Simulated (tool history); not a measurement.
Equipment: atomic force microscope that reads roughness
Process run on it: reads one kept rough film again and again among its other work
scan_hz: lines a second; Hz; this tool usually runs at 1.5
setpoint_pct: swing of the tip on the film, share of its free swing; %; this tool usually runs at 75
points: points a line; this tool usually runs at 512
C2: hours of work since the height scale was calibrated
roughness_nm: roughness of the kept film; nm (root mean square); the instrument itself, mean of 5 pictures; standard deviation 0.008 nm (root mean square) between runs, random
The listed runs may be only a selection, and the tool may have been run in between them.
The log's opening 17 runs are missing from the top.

{"run": 18, "day": 13.333, "scan_hz": 1.5, "setpoint_pct": 75, "points": 512, "pictures with this tip": 199, "C2": 248, "roughness_nm": 1.444}
{"run": 19, "day": 14.171, "scan_hz": 1.5, "setpoint_pct": 75, "points": 512, "pictures with this tip": 226, "C2": 259, "roughness_nm": 1.406}
{"day": 14.317, "done": "height scale calibrated on a step standard"}
{"run": 20, "day": 15.271, "scan_hz": 1.23, "setpoint_pct": 77, "points": 512, "pictures with this tip": 261, "C2": 13, "roughness_nm": 1.373}
{"run": 21, "day": 15.9, "scan_hz": 1.43, "setpoint_pct": 68, "points": 464, "pictures with this tip": 282, "C2": 21, "roughness_nm": 1.377}
{"run": 22, "day": 16.504, "scan_hz": 0.57, "setpoint_pct": 79, "points": 269, "pictures with this tip": 302, "C2": 30, "roughness_nm": 1.345}
{"day": 17.171, "done": "new tip fitted"}
{"run": 23, "day": 17.171, "scan_hz": 2.68, "setpoint_pct": 64, "points": 269, "pictures with this tip": 0, "C2": 38, "roughness_nm": 1.684}
{"run": 24, "day": 17.825, "scan_hz": 3.52, "setpoint_pct": 68, "points": 617, "pictures with this tip": 21, "C2": 47, "roughness_nm": 1.645}
{"run": 25, "day": 18.896, "scan_hz": 0.56, "setpoint_pct": 67, "points": 335, "pictures with this tip": 57, "C2": 62, "roughness_nm": 1.668}
{"run": 26, "day": 19.625, "scan_hz": 0.56, "setpoint_pct": 67, "points": 335, "pictures with this tip": 81, "C2": 71, "roughness_nm": 1.638}
{"day": 19.9, "done": "height scale calibrated on a step standard, once more"}
{"run": 27, "day": 20.804, "scan_hz": 0.56, "setpoint_pct": 67, "points": 335, "pictures with this tip": 118, "C2": 12, "roughness_nm": 1.589}
{"run": 28, "day": 21.558, "scan_hz": 3.23, "setpoint_pct": 69, "points": 778, "pictures with this tip": 143, "C2": 22, "roughness_nm": 1.476}
{"run": 29, "day": 22.612, "scan_hz": 3.23, "setpoint_pct": 69, "points": 778, "pictures with this tip": 178, "C2": 37, "roughness_nm": 1.438}
{"run": 30, "day": 23.521, "scan_hz": 3.23, "setpoint_pct": 69, "points": 778, "pictures with this tip": 208, "C2": 49, "roughness_nm": 1.405}
{"run": 31, "day": 24.171, "scan_hz": 1.36, "setpoint_pct": 75, "points": 309, "pictures with this tip": 229, "C2": 58, "roughness_nm": 1.409}
{"run": 32, "day": 25.175, "scan_hz": 2.45, "setpoint_pct": 72, "points": 494, "pictures with this tip": 262, "C2": 71, "roughness_nm": 1.347}
{"run": 33, "day": 25.804, "scan_hz": 2.45, "setpoint_pct": 72, "points": 494, "pictures with this tip": 283, "C2": 80, "roughness_nm": 1.324}
{"run": 34, "day": 26.838, "scan_hz": 2.39, "setpoint_pct": 62, "points": 512, "pictures with this tip": 317, "C2": 94, "roughness_nm": 1.326}
{"day": 27.071, "done": "new tip fitted"}
{"run": 35, "day": 27.475, "scan_hz": 2.39, "setpoint_pct": 62, "points": 512, "pictures with this tip": 13, "C2": 102, "roughness_nm": 1.691}

Alternative continuations, all from the tool just after run 35; predict every row:
{"run": "A", "day": 28.638, "scan_hz": 3.95, "setpoint_pct": 62, "points": 335, "pictures with this tip": 51, "C2": 118, "roughness_nm": "?"}
{"run": "B", "day": 28.638, "scan_hz": 1.5, "setpoint_pct": 75, "points": 381, "pictures with this tip": 51, "C2": 118, "roughness_nm": "?"}
{"run": "C", "day": 28.638, "scan_hz": 2.39, "setpoint_pct": 89, "points": 512, "pictures with this tip": 51, "C2": 118, "roughness_nm": "?"}
{"run": "D", "day": 28.638, "scan_hz": 2.39, "setpoint_pct": 81, "points": 470, "pictures with this tip": 51, "C2": 118, "roughness_nm": "?"}

run=A roughness_nm=1.614
run=B roughness_nm=1.62
run=C roughness_nm=1.476
run=D roughness_nm=1.546
With no hidden state in the tool, these same runs would have given:
run=A roughness_nm=1.708
run=B roughness_nm=1.715
run=C roughness_nm=1.563
run=D roughness_nm=1.636

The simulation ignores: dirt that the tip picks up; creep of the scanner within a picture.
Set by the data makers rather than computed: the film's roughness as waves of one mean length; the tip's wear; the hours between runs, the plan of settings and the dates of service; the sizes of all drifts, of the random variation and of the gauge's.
